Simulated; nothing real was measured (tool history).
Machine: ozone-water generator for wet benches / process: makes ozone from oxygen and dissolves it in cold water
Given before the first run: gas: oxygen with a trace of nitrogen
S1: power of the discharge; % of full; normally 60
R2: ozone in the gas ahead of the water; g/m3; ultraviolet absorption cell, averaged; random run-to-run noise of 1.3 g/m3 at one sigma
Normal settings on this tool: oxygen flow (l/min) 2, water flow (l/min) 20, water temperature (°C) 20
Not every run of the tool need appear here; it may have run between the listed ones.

Run 1, day 0: usual settings. Result: dissolved ozone (ppm) 9.9, R2 242.6 g/m3.
Run 2, day 2.533: usual settings. Result: dissolved ozone (ppm) 9.9, R2 240.1 g/m3.
Run 3, day 5.921: usual settings. Result: dissolved ozone (ppm) 10, R2 245.2 g/m3.
At day 8.638: water thermometer calibrated.
Run 4, day 9.338: usual settings. Result: dissolved ozone (ppm) 9.7, R2 244.8 g/m3.
Run 5, day 12.404: usual settings. Result: dissolved ozone (ppm) 10, R2 242.3 g/m3.
Run 6, day 15.596: usual settings. Result: dissolved ozone (ppm) 9.9, R2 242.4 g/m3.
Run 7, day 18.05: usual settings. Result: dissolved ozone (ppm) 10, R2 242.3 g/m3.
Run 8, day 21.462: usual settings but S1 88 % of full. Result: dissolved ozone (ppm) 12.4, R2 305.6 g/m3.
Run 9, day 24.721: usual settings but S1 43 % of full. Result: dissolved ozone (ppm) 8, R2 198.7 g/m3.
Run 10, day 27.071: usual settings but S1 70 % of full, water temperature (°C) 19. Result: dissolved ozone (ppm) 10.9, R2 266 g/m3.
Run 11, day 29.838: usual settings but S1 70 % of full, water flow (l/min) 14, water temperature (°C) 19. Result: dissolved ozone (ppm) 16.6, R2 265.5 g/m3.
Run 12, day 31.958: usual settings but S1 70 % of full, water flow (l/min) 14, water temperature (°C) 19. Result: dissolved ozone (ppm) 16.5, R2 267.4 g/m3.
Run 13, day 34.979: usual settings but S1 50 % of full, oxygen flow (l/min) 1.76, water flow (l/min) 15. Result: dissolved ozone (ppm) 12, R2 226.2 g/m3.
Run 14, day 38.9: usual settings but S1 50 % of full, oxygen flow (l/min) 1.37, water flow (l/min) 15. Result: dissolved ozone (ppm) 11, R2 252.8 g/m3.
Run 15, day 43.154: usual settings but S1 63 % of full, oxygen flow (l/min) 2.63. Result: dissolved ozone (ppm) 11.1, R2 221.6 g/m3.

Forecast each of these 5 alternatives for the next run:
Run A, day 46.142: usual settings but oxygen flow (l/min) 1.68, water flow (l/min) 22, water temperature (°C) 14. Result: dissolved ozone (ppm) ?, R2 ?.
Run B, day 46.142: usual settings but oxygen flow (l/min) 1.61, water flow (l/min) 15, water temperature (°C) 21. Result: dissolved ozone (ppm) ?, R2 ?.
Run C, day 46.142: usual settings but S1 52 % of full, oxygen flow (l/min) 2.63, water flow (l/min) 19. Result: dissolved ozone (ppm) ?, R2 ?.
Run D, day 46.142: usual settings but S1 63 % of full, oxygen flow (l/min) 3.03. Result: dissolved ozone (ppm) ?, R2 ?.
Run E, day 46.142: usual settings but S1 67 % of full, oxygen flow (l/min) 2.63, water flow (l/min) 23, water temperature (°C) 13. Result: dissolved ozone (ppm) ?, R2 ?.

run  dissolved ozone (ppm)     R2
  A                    8.4    258
  B                   12.6    263
  C                   10.4  202.6
  D                   11.7  213.6
  E                   10.2  234.6
The same runs, with their run-to-run variation unchanged, on a tool lacking any hidden condition would have given:
run  dissolved ozone (ppm)     R2
  A                      9  261.4
  B                   13.4  266.4
  C                     11    205
  D                   12.5  216.5
  E                   10.9  237.9
